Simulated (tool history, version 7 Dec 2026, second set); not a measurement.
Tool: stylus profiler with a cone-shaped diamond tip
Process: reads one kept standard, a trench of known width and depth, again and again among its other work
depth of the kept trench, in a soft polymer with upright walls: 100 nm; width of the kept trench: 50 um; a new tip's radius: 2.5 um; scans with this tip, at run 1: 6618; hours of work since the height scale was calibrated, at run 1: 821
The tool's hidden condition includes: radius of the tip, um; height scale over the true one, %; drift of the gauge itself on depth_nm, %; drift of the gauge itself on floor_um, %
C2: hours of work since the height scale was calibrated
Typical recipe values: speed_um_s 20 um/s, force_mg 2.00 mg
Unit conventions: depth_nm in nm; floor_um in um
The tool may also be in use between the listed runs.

Run 1, hour 0.0: usual settings; scans with this tip 6618; C2 821. Result: depth_nm 101.25 nm, floor_um 47.49 um.
Run 2, hour 17.1: usual settings; scans with this tip 6714; C2 832. Result: depth_nm 101.29 nm, floor_um 47.42 um.
Run 3, hour 37.6: usual settings; scans with this tip 6829; C2 847. Result: depth_nm 101.24 nm, floor_um 47.42 um.
Run 4, hour 58.7: usual settings but force_mg 4.08 mg; scans with this tip 6948; C2 862. Result: depth_nm 102.12 nm, floor_um 47.49 um.
Run 5, hour 83.4: usual settings but force_mg 4.08 mg; scans with this tip 7087; C2 879. Result: depth_nm 102.11 nm, floor_um 47.48 um.
Run 6, hour 103.3: usual settings but force_mg 1.04 mg; scans with this tip 7199; C2 893. Result: depth_nm 100.76 nm, floor_um 47.39 um.
Run 7, hour 121.4: usual settings; scans with this tip 7301; C2 905. Result: depth_nm 101.23 nm, floor_um 47.37 um.
Run 8, hour 139.9: usual settings; scans with this tip 7405; C2 918. Result: depth_nm 101.21 nm, floor_um 47.33 um.
Run 9, hour 162.5: usual settings; scans with this tip 7532; C2 934. Result: depth_nm 101.21 nm, floor_um 47.34 um.
Run 10, hour 186.5: usual settings but speed_um_s 12 um/s; scans with this tip 7668; C2 951. Result: depth_nm 101.23 nm, floor_um 47.38 um.
Run 11, hour 207.4: usual settings but speed_um_s 12 um/s; scans with this tip 7785; C2 965. Result: depth_nm 101.17 nm, floor_um 47.33 um.
Run 12, hour 231.4: usual settings but speed_um_s 12 um/s; scans with this tip 7920; C2 982. Result: depth_nm 101.20 nm, floor_um 47.37 um.
Run 13, hour 254.1: usual settings but speed_um_s 12 um/s; scans with this tip 8048; C2 998. Result: depth_nm 101.22 nm, floor_um 47.29 um.
At hour 266.5: new tip fitted, height scale calibrated.
Run 14, hour 274.5: usual settings but speed_um_s 41 um/s, force_mg 1.13 mg; scans with this tip 45; C2 6. Result: depth_nm 100.93 nm, floor_um 48.32 um.
At hour 276.3: height scale calibrated on a step standard.
Run 15, hour 296.2: usual settings but speed_um_s 11 um/s, force_mg 0.92 mg; scans with this tip 164; C2 14. Result: depth_nm 100.82 nm, floor_um 48.46 um.
Run 16, hour 313.5: usual settings but speed_um_s 6 um/s, force_mg 0.69 mg; scans with this tip 262; C2 26. Result: depth_nm 100.68 nm, floor_um 48.46 um.
Run 17, hour 330.4: usual settings but speed_um_s 7 um/s, force_mg 1.09 mg; scans with this tip 357; C2 38. Result: depth_nm 100.89 nm, floor_um 48.46 um.
Run 18, hour 355.9: usual settings but speed_um_s 62 um/s, force_mg 1.55 mg; scans with this tip 500; C2 56. Result: depth_nm 101.12 nm, floor_um 48.08 um.
Run 19, hour 374.1: usual settings but speed_um_s 13 um/s, force_mg 3.21 mg; scans with this tip 603; C2 68. Result: depth_nm 101.92 nm, floor_um 48.40 um.
At hour 390.7: height scale calibrated on a step standard, once more.
Run 20, hour 393.7: usual settings but speed_um_s 19 um/s, force_mg 0.84 mg; scans with this tip 710; C2 2. Result: depth_nm 100.82 nm, floor_um 48.30 um.
Run 21, hour 405.9: usual settings but speed_um_s 19 um/s, force_mg 0.84 mg; scans with this tip 779; C2 11. Result: depth_nm 100.83 nm, floor_um 48.28 um.
Run 22, hour 423.1: usual settings but force_mg 0.83 mg; scans with this tip 876; C2 23. Result: depth_nm 100.73 nm, floor_um 48.28 um.
Run 23, hour 437.8: usual settings but force_mg 0.83 mg; scans with this tip 959; C2 33. Result: depth_nm 100.75 nm, floor_um 48.19 um.
Run 24, hour 450.9: usual settings but force_mg 0.83 mg; scans with this tip 1032; C2 42. Result: depth_nm 100.79 nm, floor_um 48.28 um.
Run 25, hour 465.8: usual settings but speed_um_s 67 um/s, force_mg 2.55 mg; scans with this tip 1116; C2 52. Result: depth_nm 101.68 nm, floor_um 48.02 um.

Branching from run 25: 3 alternative next runs. What would each branch give?
Run A, hour 485.5: usual settings but force_mg 2.38 mg; scans with this tip 1227; C2 66. Result: depth_nm ?, floor_um ?.
Run B, hour 485.5: usual settings but force_mg 3.52 mg; scans with this tip 1227; C2 66. Result: depth_nm ?, floor_um ?.
Run C, hour 485.5: usual settings but speed_um_s 5 um/s, force_mg 3.65 mg; scans with this tip 1227; C2 66. Result: depth_nm ?, floor_um ?.

run  depth_nm  floor_um
  A    101.62     48.22
  B    102.08     48.28
  C    102.10     48.29
The same runs, with their run-to-run variation unchanged, on a tool lacking any hidden condition would have given:
run  depth_nm  floor_um
  A    101.65     48.46
  B    102.11     48.52
  C    102.14     48.54

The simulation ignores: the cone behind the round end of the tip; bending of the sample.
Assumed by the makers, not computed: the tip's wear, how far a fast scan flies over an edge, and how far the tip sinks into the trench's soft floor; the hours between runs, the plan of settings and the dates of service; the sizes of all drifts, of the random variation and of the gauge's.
